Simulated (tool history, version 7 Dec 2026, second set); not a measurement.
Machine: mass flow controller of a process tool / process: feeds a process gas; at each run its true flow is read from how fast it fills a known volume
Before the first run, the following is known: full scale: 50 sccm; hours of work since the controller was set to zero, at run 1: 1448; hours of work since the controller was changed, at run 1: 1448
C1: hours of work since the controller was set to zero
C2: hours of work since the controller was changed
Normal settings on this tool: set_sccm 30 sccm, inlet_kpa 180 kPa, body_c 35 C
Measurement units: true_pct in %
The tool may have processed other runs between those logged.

{"run": 1, "hour": 0.0, "set_sccm": 30, "inlet_kpa": 180, "body_c": 35, "C1": 1448, "C2": 1448, "true_pct": 97.63}
{"run": 2, "hour": 88.0, "set_sccm": 30, "inlet_kpa": 180, "body_c": 33, "C1": 1496, "C2": 1496, "true_pct": 97.77}
{"run": 3, "hour": 216.4, "set_sccm": 30, "inlet_kpa": 253, "body_c": 35, "C1": 1564, "C2": 1564, "true_pct": 98.08}
{"run": 4, "hour": 295.7, "set_sccm": 30, "inlet_kpa": 180, "body_c": 36, "C1": 1607, "C2": 1607, "true_pct": 97.47}
{"run": 5, "hour": 446.1, "set_sccm": 30, "inlet_kpa": 180, "body_c": 31, "C1": 1687, "C2": 1687, "true_pct": 97.94}
{"run": 6, "hour": 523.7, "set_sccm": 30, "inlet_kpa": 180, "body_c": 35, "C1": 1729, "C2": 1729, "true_pct": 97.49}
{"run": 7, "hour": 676.7, "set_sccm": 30, "inlet_kpa": 180, "body_c": 23, "C1": 1811, "C2": 1811, "true_pct": 98.87}
{"run": 8, "hour": 744.8, "set_sccm": 30, "inlet_kpa": 180, "body_c": 35, "C1": 1847, "C2": 1847, "true_pct": 97.59}
{"run": 9, "hour": 864.5, "set_sccm": 9, "inlet_kpa": 180, "body_c": 30, "C1": 1911, "C2": 1911, "true_pct": 98.45}
{"run": 10, "hour": 1023.7, "set_sccm": 9, "inlet_kpa": 180, "body_c": 30, "C1": 1996, "C2": 1996, "true_pct": 98.48}
{"run": 11, "hour": 1166.0, "set_sccm": 9, "inlet_kpa": 180, "body_c": 36, "C1": 2072, "C2": 2072, "true_pct": 97.87}
{"run": 12, "hour": 1239.5, "set_sccm": 38, "inlet_kpa": 185, "body_c": 24, "C1": 2112, "C2": 2112, "true_pct": 99}
{"run": 13, "hour": 1404.0, "set_sccm": 7, "inlet_kpa": 180, "body_c": 22, "C1": 2200, "C2": 2200, "true_pct": 100.03}
{"run": 14, "hour": 1545.4, "set_sccm": 22, "inlet_kpa": 144, "body_c": 22, "C1": 2275, "C2": 2275, "true_pct": 98.36}
{"run": 15, "hour": 1644.9, "set_sccm": 30, "inlet_kpa": 155, "body_c": 35, "C1": 2329, "C2": 2329, "true_pct": 97.42}
{"run": 16, "hour": 1782.1, "set_sccm": 30, "inlet_kpa": 155, "body_c": 35, "C1": 2402, "C2": 2402, "true_pct": 97.23}

Alternative continuations, all from the tool just after run 16; predict every row:
{"run": "A", "hour": 1942.6, "set_sccm": 12, "inlet_kpa": 185, "body_c": 37, "C1": 2488, "C2": 2488, "true_pct": "?"}
{"run": "B", "hour": 1942.6, "set_sccm": 30, "inlet_kpa": 198, "body_c": 39, "C1": 2488, "C2": 2488, "true_pct": "?"}
{"run": "C", "hour": 1942.6, "set_sccm": 12, "inlet_kpa": 162, "body_c": 34, "C1": 2488, "C2": 2488, "true_pct": "?"}
{"run": "D", "hour": 1942.6, "set_sccm": 32, "inlet_kpa": 180, "body_c": 39, "C1": 2488, "C2": 2488, "true_pct": "?"}

run=A true_pct=97.63
run=B true_pct=97.21
run=C true_pct=97.68
run=D true_pct=97.2
With no hidden state in the tool, these same runs would have given:
run=A true_pct=96.71
run=B true_pct=97.49
run=C true_pct=96.76
run=D true_pct=97.53
